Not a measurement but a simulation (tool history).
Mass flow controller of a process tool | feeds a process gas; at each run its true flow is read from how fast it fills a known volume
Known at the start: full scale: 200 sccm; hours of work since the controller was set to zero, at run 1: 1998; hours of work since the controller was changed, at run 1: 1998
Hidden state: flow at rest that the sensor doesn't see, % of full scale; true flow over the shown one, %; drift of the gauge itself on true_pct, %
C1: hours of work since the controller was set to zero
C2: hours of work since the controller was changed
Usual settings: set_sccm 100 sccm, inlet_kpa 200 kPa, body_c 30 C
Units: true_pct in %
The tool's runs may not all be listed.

{"run": 1, "hour": 0.0, "set_sccm": 100, "inlet_kpa": 200, "body_c": 30, "C1": 1998, "C2": 1998, "true_pct": 99.72}
{"run": 2, "hour": 290.3, "set_sccm": 100, "inlet_kpa": 200, "body_c": 30, "C1": 2137, "C2": 2137, "true_pct": 99.75}
{"run": 3, "hour": 462.5, "set_sccm": 100, "inlet_kpa": 155, "body_c": 30, "C1": 2220, "C2": 2220, "true_pct": 99.56}
{"run": 4, "hour": 623.4, "set_sccm": 100, "inlet_kpa": 155, "body_c": 39, "C1": 2297, "C2": 2297, "true_pct": 98.71}
{"run": 5, "hour": 851.9, "set_sccm": 100, "inlet_kpa": 155, "body_c": 39, "C1": 2406, "C2": 2406, "true_pct": 98.73}
{"run": 6, "hour": 1130.2, "set_sccm": 100, "inlet_kpa": 155, "body_c": 39, "C1": 2539, "C2": 2539, "true_pct": 98.67}
{"run": 7, "hour": 1351.9, "set_sccm": 100, "inlet_kpa": 200, "body_c": 30, "C1": 2645, "C2": 2645, "true_pct": 100.04}
{"run": 8, "hour": 1519.4, "set_sccm": 100, "inlet_kpa": 200, "body_c": 30, "C1": 2725, "C2": 2725, "true_pct": 99.85}
{"run": 9, "hour": 1670.9, "set_sccm": 100, "inlet_kpa": 201, "body_c": 38, "C1": 2798, "C2": 2798, "true_pct": 99.08}
{"run": 10, "hour": 2003.0, "set_sccm": 100, "inlet_kpa": 201, "body_c": 38, "C1": 2957, "C2": 2957, "true_pct": 98.95}
{"run": 11, "hour": 2283.3, "set_sccm": 58, "inlet_kpa": 195, "body_c": 23, "C1": 3091, "C2": 3091, "true_pct": 101.94}
{"run": 12, "hour": 2474.0, "set_sccm": 76, "inlet_kpa": 195, "body_c": 27, "C1": 3182, "C2": 3182, "true_pct": 100.9}
{"run": 13, "hour": 2627.8, "set_sccm": 48, "inlet_kpa": 200, "body_c": 30, "C1": 3255, "C2": 3255, "true_pct": 101.75}
{"run": 14, "hour": 2876.5, "set_sccm": 48, "inlet_kpa": 208, "body_c": 32, "C1": 3374, "C2": 3374, "true_pct": 101.57}
{"run": 15, "hour": 3096.6, "set_sccm": 48, "inlet_kpa": 208, "body_c": 32, "C1": 3480, "C2": 3480, "true_pct": 101.83}

Measured less the same run without the tool's hidden state. The same run-to-run variation is in both; the gauge's scatter may not be:
run=1 true_pct=+0.65
run=2 true_pct=+0.69
run=3 true_pct=+0.71
run=4 true_pct=+0.73
run=5 true_pct=+0.75
run=6 true_pct=+0.78
run=7 true_pct=+0.81
run=8 true_pct=+0.82
run=9 true_pct=+0.84
run=10 true_pct=+0.87
run=11 true_pct=+2.11
run=12 true_pct=+1.46
run=13 true_pct=+2.83
run=14 true_pct=+2.91
run=15 true_pct=+3

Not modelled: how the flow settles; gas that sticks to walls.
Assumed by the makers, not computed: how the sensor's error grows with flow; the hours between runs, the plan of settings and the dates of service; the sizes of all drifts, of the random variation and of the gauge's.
